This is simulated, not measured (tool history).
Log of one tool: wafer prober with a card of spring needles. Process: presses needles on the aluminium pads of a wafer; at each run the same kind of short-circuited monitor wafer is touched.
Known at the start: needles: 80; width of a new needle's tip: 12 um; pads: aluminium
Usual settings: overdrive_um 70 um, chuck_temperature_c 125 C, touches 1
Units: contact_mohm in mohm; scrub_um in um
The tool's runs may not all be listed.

Run 1, hour 0: usual settings. Result: contact_mohm 115 mohm, scrub_um 19.25 um.
Run 2, hour 30.3: usual settings. Result: contact_mohm 129 mohm, scrub_um 19.25 um.
At hour 42.6: tips cleaned on abrasive film.
Run 3, hour 64.7: usual settings. Result: contact_mohm 128 mohm, scrub_um 19.21 um.
At hour 88.8: tips cleaned on abrasive film.
Run 4, hour 96.6: usual settings but overdrive_um 63 um. Result: contact_mohm 121 mohm, scrub_um 17.26 um.
At hour 134.9: tips cleaned on abrasive film.
Run 5, hour 135.6: usual settings but overdrive_um 63 um. Result: contact_mohm 112 mohm, scrub_um 17.31 um.
Run 6, hour 174: usual settings but overdrive_um 63 um. Result: contact_mohm 132 mohm, scrub_um 17.23 um.
At hour 178.4: tips cleaned on abrasive film.
Run 7, hour 200.5: usual settings but overdrive_um 63 um. Result: contact_mohm 129 mohm, scrub_um 17.23 um.
At hour 224.3: tips cleaned on abrasive film.
Run 8, hour 240.1: usual settings but overdrive_um 63 um. Result: contact_mohm 127 mohm, scrub_um 17.2 um.
At hour 267.5: tips cleaned on abrasive film.
Run 9, hour 279.6: usual settings. Result: contact_mohm 123 mohm, scrub_um 19.15 um.
At hour 312.1: tips cleaned on abrasive film.
Run 10, hour 325.7: usual settings. Result: contact_mohm 121 mohm, scrub_um 19.1 um.
At hour 335.7: height of the first contact set anew.
At hour 358.7: tips cleaned on abrasive film.
Run 11, hour 368.6: usual settings. Result: contact_mohm 122 mohm, scrub_um 19 um.
At hour 404.7: tips cleaned on abrasive film.
Run 12, hour 425: usual settings. Result: contact_mohm 124 mohm, scrub_um 18.92 um.
At hour 448.7: tips cleaned on abrasive film.
Run 13, hour 458: usual settings. Result: contact_mohm 121 mohm, scrub_um 18.91 um.
At hour 492.3: tips cleaned on abrasive film.
Run 14, hour 501.1: usual settings. Result: contact_mohm 122 mohm, scrub_um 18.9 um.
Run 15, hour 534.5: usual settings. Result: contact_mohm 126 mohm, scrub_um 18.89 um.
At hour 537.7: tips cleaned on abrasive film.
Run 16, hour 571.5: usual settings. Result: contact_mohm 129 mohm, scrub_um 18.85 um.
At hour 583.7: tips cleaned on abrasive film.
Run 17, hour 601.3: usual settings. Result: contact_mohm 124 mohm, scrub_um 18.87 um.
At hour 627.2: tips cleaned on abrasive film.
Run 18, hour 647.9: usual settings but chuck_temperature_c 92 C, touches 2. Result: contact_mohm 115 mohm, scrub_um 18.77 um.
At hour 670.1: tips cleaned on abrasive film.
At hour 679.6: height of the first contact set anew, once more.
Run 19, hour 700.3: usual settings but chuck_temperature_c 54 C, touches 2. Result: contact_mohm 112 mohm, scrub_um 19.29 um.
At hour 714.1: tips cleaned on abrasive film.
Run 20, hour 744.4: usual settings but overdrive_um 68 um, chuck_temperature_c 53 C. Result: contact_mohm 120 mohm, scrub_um 18.77 um.
At hour 757.4: tips cleaned on abrasive film.
Run 21, hour 782.8: usual settings but overdrive_um 84 um, chuck_temperature_c 42 C, touches 2. Result: contact_mohm 109 mohm, scrub_um 23.16 um.
At hour 802.6: tips cleaned on abrasive film.
Run 22, hour 838.1: usual settings but overdrive_um 67 um, chuck_temperature_c 42 C, touches 2. Result: contact_mohm 113 mohm, scrub_um 18.43 um.
At hour 849: tips cleaned on abrasive film.
Run 23, hour 867.2: usual settings but overdrive_um 54 um, touches 2. Result: contact_mohm 123 mohm, scrub_um 14.84 um.
At hour 892.2: tips cleaned on abrasive film.
Run 24, hour 902.9: usual settings but overdrive_um 54 um, touches 2. Result: contact_mohm 120 mohm, scrub_um 14.8 um.
At hour 936.8: tips cleaned on abrasive film.
Run 25, hour 949.6: usual settings but overdrive_um 71 um, chuck_temperature_c 96 C, touches 3. Result: contact_mohm 113 mohm, scrub_um 19.46 um.
At hour 980.1: tips cleaned on abrasive film.
Run 26, hour 980.1: usual settings but overdrive_um 71 um, chuck_temperature_c 96 C, touches 3. Result: contact_mohm 107 mohm, scrub_um 19.38 um.
At hour 1024.7: tips cleaned on abrasive film.
Run 27, hour 1024.7: usual settings but overdrive_um 72 um, chuck_temperature_c 111 C. Result: contact_mohm 111 mohm, scrub_um 19.68 um.
Run 28, hour 1057: usual settings but overdrive_um 88 um, chuck_temperature_c 111 C. Result: contact_mohm 121 mohm, scrub_um 24.04 um.
At hour 1067.6: tips cleaned on abrasive film.
Run 29, hour 1094.9: usual settings but overdrive_um 88 um, chuck_temperature_c 111 C. Result: contact_mohm 125 mohm, scrub_um 24 um.
At hour 1112: tips cleaned on abrasive film.
At hour 1112.3: height of the first contact set anew.
Run 30, hour 1150.8: usual settings but overdrive_um 88 um, chuck_temperature_c 111 C. Result: contact_mohm 125 mohm, scrub_um 24.39 um.
At hour 1155.3: tips cleaned on abrasive film.
Run 31, hour 1193.9: usual settings but overdrive_um 76 um, chuck_temperature_c 64 C. Result: contact_mohm 118 mohm, scrub_um 21.01 um.
At hour 1198.8: tips cleaned on abrasive film.
Run 32, hour 1229.2: usual settings but overdrive_um 76 um, chuck_temperature_c 64 C. Result: contact_mohm 117 mohm, scrub_um 20.96 um.

Forecast each of these 5 alternatives for the next run:
At hour 1241.8: tips cleaned on abrasive film.
Run A, hour 1276: usual settings but overdrive_um 80 um, chuck_temperature_c 34 C, touches 2. Result: contact_mohm ?, scrub_um ?.
At hour 1241.8: tips cleaned on abrasive film.
Run B, hour 1276: usual settings. Result: contact_mohm ?, scrub_um ?.
At hour 1241.8: tips cleaned on abrasive film.
Run C, hour 1276: usual settings but overdrive_um 82 um, touches 3. Result: contact_mohm ?, scrub_um ?.
At hour 1241.8: tips cleaned on abrasive film.
Run D, hour 1276: usual settings but overdrive_um 82 um, chuck_temperature_c 34 C, touches 3. Result: contact_mohm ?, scrub_um ?.
At hour 1241.8: tips cleaned on abrasive film.
Run E, hour 1276: usual settings but overdrive_um 71 um, chuck_temperature_c 71 C. Result: contact_mohm ?, scrub_um ?.

run  contact_mohm  scrub_um
  A           106     21.98
  B           130     19.22
  C           116     22.53
  D           104     22.59
  E           123     19.49
Without the tool's hidden state the same runs would have given:
run  contact_mohm  scrub_um
  A            96     22.06
  B           112     19.31
  C           111     22.62
  D            99     22.67
  E           105     19.58
